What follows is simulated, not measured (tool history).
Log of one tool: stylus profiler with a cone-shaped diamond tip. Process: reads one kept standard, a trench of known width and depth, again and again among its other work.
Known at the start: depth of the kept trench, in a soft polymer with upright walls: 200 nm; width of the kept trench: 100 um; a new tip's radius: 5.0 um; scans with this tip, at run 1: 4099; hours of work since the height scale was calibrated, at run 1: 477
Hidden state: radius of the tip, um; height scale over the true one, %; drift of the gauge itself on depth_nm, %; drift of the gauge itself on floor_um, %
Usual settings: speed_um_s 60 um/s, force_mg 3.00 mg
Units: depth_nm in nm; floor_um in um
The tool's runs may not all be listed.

run,hour,speed_um_s,force_mg,scans with this tip,hours of work since the height scale was calibrated,depth_nm,floor_um
1,0.0,60,3.00,4099,477,202.24,96.23
2,64.8,60,3.00,4417,514,202.23,96.19
3,106.2,27,3.00,4620,538,202.14,96.34
4,160.4,27,3.00,4886,569,202.10,96.24
5,205.7,27,3.00,5109,594,202.13,96.19
6,266.7,27,3.00,5408,629,202.06,96.17
7,326.8,27,3.00,5703,664,202.00,96.12
8,365.7,18,3.00,5894,686,202.00,96.23
9,406.9,60,3.00,6096,709,202.06,95.90
10,462.3,60,3.00,6368,741,202.03,95.86
11,499.3,109,1.21,6550,762,200.58,95.38
12,552.1,109,1.21,6809,792,200.62,95.28
13,608.5,109,1.21,7086,825,200.50,95.32
# hour 613.8: height scale calibrated on a step standard
14,642.6,109,1.21,7251,16,200.21,95.22
15,687.0,109,1.21,7469,42,200.19,95.24
16,756.4,49,5.52,7810,81,202.79,95.80
17,814.5,219,3.81,8095,115,201.74,94.98
# hour 830.1: height scale calibrated on a step standard, once more
18,869.3,78,5.84,8362,22,204.37,95.64
19,900.4,17,4.94,8514,40,203.77,95.77

Forecast each of these 4 alternatives for the next run:
A,951.8,32,2.07,8767,70,?,?
B,951.8,215,4.54,8767,70,?,?
C,951.8,96,3.44,8767,70,?,?
D,951.8,106,3.00,8767,70,?,?

run,depth_nm,floor_um
A,202.09,95.60
B,203.78,95.01
C,203.03,95.35
D,202.59,95.33
Without the tool's hidden state the same runs would have given:
run,depth_nm,floor_um
A,202.13,97.01
B,203.81,96.42
C,203.06,96.76
D,202.62,96.74
